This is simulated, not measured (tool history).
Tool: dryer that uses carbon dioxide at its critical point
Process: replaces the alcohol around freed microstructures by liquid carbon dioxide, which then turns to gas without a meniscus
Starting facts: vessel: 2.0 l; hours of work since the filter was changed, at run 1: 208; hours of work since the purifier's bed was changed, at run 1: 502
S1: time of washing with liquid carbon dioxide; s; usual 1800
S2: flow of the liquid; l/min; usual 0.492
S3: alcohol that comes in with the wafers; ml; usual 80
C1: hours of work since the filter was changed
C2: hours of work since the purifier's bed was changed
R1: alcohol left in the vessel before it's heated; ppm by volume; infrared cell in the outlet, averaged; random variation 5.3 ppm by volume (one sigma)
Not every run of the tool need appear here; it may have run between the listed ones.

Run 1, hour 0.0: usual settings; C1 208; C2 502. Result: R1 182 ppm by volume.
Run 2, hour 38.8: usual settings; C1 235; C2 528. Result: R1 185 ppm by volume.
Run 3, hour 87.8: usual settings but S3 36 ml; C1 269; C2 562. Result: R1 113 ppm by volume.
Run 4, hour 144.6: usual settings but S3 36 ml; C1 308; C2 601. Result: R1 118 ppm by volume.
Run 5, hour 170.9: usual settings but S1 1560 s; C1 326; C2 619. Result: R1 397 ppm by volume.
Run 6, hour 202.7: usual settings; C1 348; C2 641. Result: R1 214 ppm by volume.
Run 7, hour 255.5: usual settings but S2 0.811 l/min; C1 384; C2 677. Result: R1 65 ppm by volume.
Run 8, hour 312.9: usual settings but S2 0.811 l/min; C1 424; C2 717. Result: R1 75 ppm by volume.
Run 9, hour 366.2: usual settings but S2 0.811 l/min; C1 461; C2 754. Result: R1 65 ppm by volume.
At hour 404.2: inlet filter changed.
Run 10, hour 408.7: usual settings but S1 2640 s; C1 3; C2 782. Result: R1 63 ppm by volume.
Run 11, hour 458.7: usual settings; C1 38; C2 817. Result: R1 176 ppm by volume.
Run 12, hour 491.4: usual settings; C1 60; C2 839. Result: R1 179 ppm by volume.
Run 13, hour 533.6: usual settings; C1 89; C2 868. Result: R1 188 ppm by volume.
Run 14, hour 564.1: usual settings; C1 110; C2 889. Result: R1 200 ppm by volume.
Run 15, hour 619.1: usual settings; C1 148; C2 927. Result: R1 195 ppm by volume.
Run 16, hour 669.7: usual settings but S3 21 ml; C1 183; C2 962. Result: R1 111 ppm by volume.
Run 17, hour 698.8: usual settings but S3 21 ml; C1 203; C2 982. Result: R1 123 ppm by volume.
Run 18, hour 746.4: usual settings; C1 236; C2 1015. Result: R1 215 ppm by volume.
Run 19, hour 790.0: usual settings; C1 266; C2 1045. Result: R1 231 ppm by volume.
Run 20, hour 816.3: usual settings; C1 284; C2 1063. Result: R1 243 ppm by volume.
Run 21, hour 866.2: usual settings; C1 318; C2 1097. Result: R1 247 ppm by volume.
Run 22, hour 912.9: usual settings; C1 350; C2 1129. Result: R1 263 ppm by volume.
Run 23, hour 966.8: usual settings; C1 387; C2 1166. Result: R1 265 ppm by volume.
Run 24, hour 991.8: usual settings; C1 405; C2 1184. Result: R1 274 ppm by volume.
At hour 1022.3: purifier's bed changed.
Run 25, hour 1034.3: usual settings; C1 432; C2 8. Result: R1 200 ppm by volume.
Run 26, hour 1071.6: usual settings but S1 1860 s, S2 0.348 l/min, S3 32 ml; C1 457; C2 34. Result: R1 328 ppm by volume.
Run 27, hour 1101.3: usual settings but S1 1560 s, S2 0.718 l/min, S3 26 ml; C1 478; C2 54. Result: R1 24 ppm by volume.
At hour 1116.8: inlet filter changed.
Run 28, hour 1145.0: usual settings but S1 1560 s, S2 0.718 l/min, S3 26 ml; C1 19; C2 84. Result: R1 15 ppm by volume.
Run 29, hour 1182.0: usual settings but S1 1080 s, S2 0.705 l/min, S3 22 ml; C1 45; C2 109. Result: R1 83 ppm by volume.
Run 30, hour 1241.0: usual settings but S1 1440 s, S2 0.437 l/min; C1 86; C2 150. Result: R1 639 ppm by volume.
Run 31, hour 1281.6: usual settings but S3 41 ml; C1 113; C2 178. Result: R1 73 ppm by volume.
Run 32, hour 1310.7: usual settings but S1 2220 s, S2 0.571 l/min, S3 52 ml; C1 134; C2 198. Result: R1 26 ppm by volume.
Run 33, hour 1338.1: usual settings but S3 56 ml; C1 152; C2 217. Result: R1 109 ppm by volume.
Run 34, hour 1384.5: usual settings but S1 1140 s, S2 0.702 l/min, S3 94 ml; C1 184; C2 249. Result: R1 320 ppm by volume.
Run 35, hour 1419.5: usual settings but S1 1140 s, S2 0.323 l/min, S3 94 ml; C1 208; C2 273. Result: R1 4258 ppm by volume.
Run 36, hour 1451.2: usual settings but S2 0.323 l/min, S3 61 ml; C1 230; C2 295. Result: R1 727 ppm by volume.
Run 37, hour 1492.1: usual settings but S1 1140 s, S2 0.397 l/min, S3 32 ml; C1 258; C2 323. Result: R1 918 ppm by volume.
Run 38, hour 1526.6: usual settings but S1 1920 s, S2 0.731 l/min, S3 105 ml; C1 282; C2 347. Result: R1 46 ppm by volume.
Run 39, hour 1580.7: usual settings but S1 1320 s, S2 0.715 l/min, S3 32 ml; C1 319; C2 384. Result: R1 97 ppm by volume.
Run 40, hour 1614.2: usual settings but S1 1320 s, S2 0.428 l/min, S3 32 ml; C1 342; C2 407. Result: R1 517 ppm by volume.
Run 41, hour 1646.7: usual settings but S2 0.538 l/min; C1 365; C2 429. Result: R1 145 ppm by volume.
Run 42, hour 1691.7: usual settings but S3 67 ml; C1 396; C2 460. Result: R1 195 ppm by volume.
Run 43, hour 1731.5: usual settings but S3 67 ml; C1 423; C2 488. Result: R1 203 ppm by volume.
Run 44, hour 1777.3: usual settings but S1 1440 s, S2 0.424 l/min, S3 79 ml; C1 455; C2 519. Result: R1 1084 ppm by volume.
At hour 1826.1: inlet filter changed.
Run 45, hour 1828.4: usual settings but S1 2100 s, S2 0.424 l/min, S3 34 ml; C1 2; C2 554. Result: R1 96 ppm by volume.
Run 46, hour 1874.9: usual settings but S1 1440 s, S2 0.366 l/min, S3 115 ml; C1 34; C2 586. Result: R1 1720 ppm by volume.
Run 47, hour 1932.7: usual settings but S2 0.829 l/min, S3 39 ml; C1 73; C2 625. Result: R1 59 ppm by volume.

Selected run-to-run steps in R1, each split into two signed amounts: the part the tool would show with no hidden state at all (from settings, incoming material and random variation), and the remainder, which goes to the hidden state together with any gauge scatter not common to the measured and the hidden-state-free results:
Hidden state present: flow that reaches the vessel past the clogged filter, %; alcohol in the recycled carbon dioxide, ppm; drift of the gauge itself on alcohol_ppm, %.
Run 34 -> 35: S2 0.702 -> 0.323. R1 +3938 ppm by volume: hidden state +471, all else +3467.
Run 35 -> 36: S1 1140 -> 1800, S3 94 -> 61. R1 -3531 ppm by volume: hidden state -389, all else -3142.
Run 44 -> 45: S1 1440 -> 2100, S3 79 -> 34, inlet filter changed. R1 -988 ppm by volume: hidden state -388, all else -600.
Run 46 -> 47: S1 1440 -> 1800, S2 0.366 -> 0.829, S3 115 -> 39. R1 -1661 ppm by volume: hidden state -66, all else -1595.

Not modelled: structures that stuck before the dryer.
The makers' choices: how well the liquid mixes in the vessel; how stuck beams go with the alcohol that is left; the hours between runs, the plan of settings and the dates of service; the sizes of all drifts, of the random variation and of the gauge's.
